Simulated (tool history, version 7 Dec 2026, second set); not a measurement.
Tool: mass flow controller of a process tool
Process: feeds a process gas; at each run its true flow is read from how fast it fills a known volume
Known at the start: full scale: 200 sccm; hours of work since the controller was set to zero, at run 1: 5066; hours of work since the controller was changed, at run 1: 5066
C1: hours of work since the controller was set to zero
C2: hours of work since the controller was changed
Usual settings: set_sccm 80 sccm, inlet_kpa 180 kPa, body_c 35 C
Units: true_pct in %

{"run": 1, "day": 0.0, "set_sccm": 80, "inlet_kpa": 180, "body_c": 35, "C1": 5066, "C2": 5066, "true_pct": 98.89}
{"run": 2, "day": 10.312, "set_sccm": 80, "inlet_kpa": 180, "body_c": 35, "C1": 5181, "C2": 5181, "true_pct": 98.85}
{"run": 3, "day": 19.317, "set_sccm": 80, "inlet_kpa": 180, "body_c": 35, "C1": 5281, "C2": 5281, "true_pct": 99.12}
{"run": 4, "day": 28.958, "set_sccm": 80, "inlet_kpa": 180, "body_c": 35, "C1": 5389, "C2": 5389, "true_pct": 98.98}
{"run": 5, "day": 39.138, "set_sccm": 80, "inlet_kpa": 180, "body_c": 35, "C1": 5502, "C2": 5502, "true_pct": 99.11}
{"run": 6, "day": 46.192, "set_sccm": 55, "inlet_kpa": 180, "body_c": 35, "C1": 5581, "C2": 5581, "true_pct": 98.8}
{"run": 7, "day": 53.758, "set_sccm": 95, "inlet_kpa": 144, "body_c": 37, "C1": 5665, "C2": 5665, "true_pct": 99.77}
{"run": 8, "day": 65.808, "set_sccm": 95, "inlet_kpa": 144, "body_c": 37, "C1": 5800, "C2": 5800, "true_pct": 100.0}
{"run": 9, "day": 74.654, "set_sccm": 65, "inlet_kpa": 267, "body_c": 35, "C1": 5898, "C2": 5898, "true_pct": 98.61}
{"day": 81.308, "done": "controller exchanged for a calibrated one"}
{"run": 10, "day": 82.538, "set_sccm": 97, "inlet_kpa": 180, "body_c": 31, "C1": 14, "C2": 14, "true_pct": 99.33}
{"run": 11, "day": 94.008, "set_sccm": 97, "inlet_kpa": 180, "body_c": 31, "C1": 142, "C2": 142, "true_pct": 99.32}

Forecast each of these 5 alternatives for the next run:
{"run": "A", "day": 105.071, "set_sccm": 70, "inlet_kpa": 180, "body_c": 28, "C1": 265, "C2": 265, "true_pct": "?"}
{"run": "B", "day": 105.071, "set_sccm": 40, "inlet_kpa": 270, "body_c": 29, "C1": 265, "C2": 265, "true_pct": "?"}
{"run": "C", "day": 105.071, "set_sccm": 61, "inlet_kpa": 180, "body_c": 31, "C1": 265, "C2": 265, "true_pct": "?"}
{"run": "D", "day": 105.071, "set_sccm": 23, "inlet_kpa": 155, "body_c": 28, "C1": 265, "C2": 265, "true_pct": "?"}
{"run": "E", "day": 105.071, "set_sccm": 80, "inlet_kpa": 180, "body_c": 38, "C1": 265, "C2": 265, "true_pct": "?"}

run=A true_pct=98.81
run=B true_pct=97.94
run=C true_pct=98.97
run=D true_pct=98.10
run=E true_pct=99.69
Without the tool's hidden state the same runs would have given:
run=A true_pct=98.27
run=B true_pct=97.40
run=C true_pct=98.43
run=D true_pct=97.56
run=E true_pct=99.14

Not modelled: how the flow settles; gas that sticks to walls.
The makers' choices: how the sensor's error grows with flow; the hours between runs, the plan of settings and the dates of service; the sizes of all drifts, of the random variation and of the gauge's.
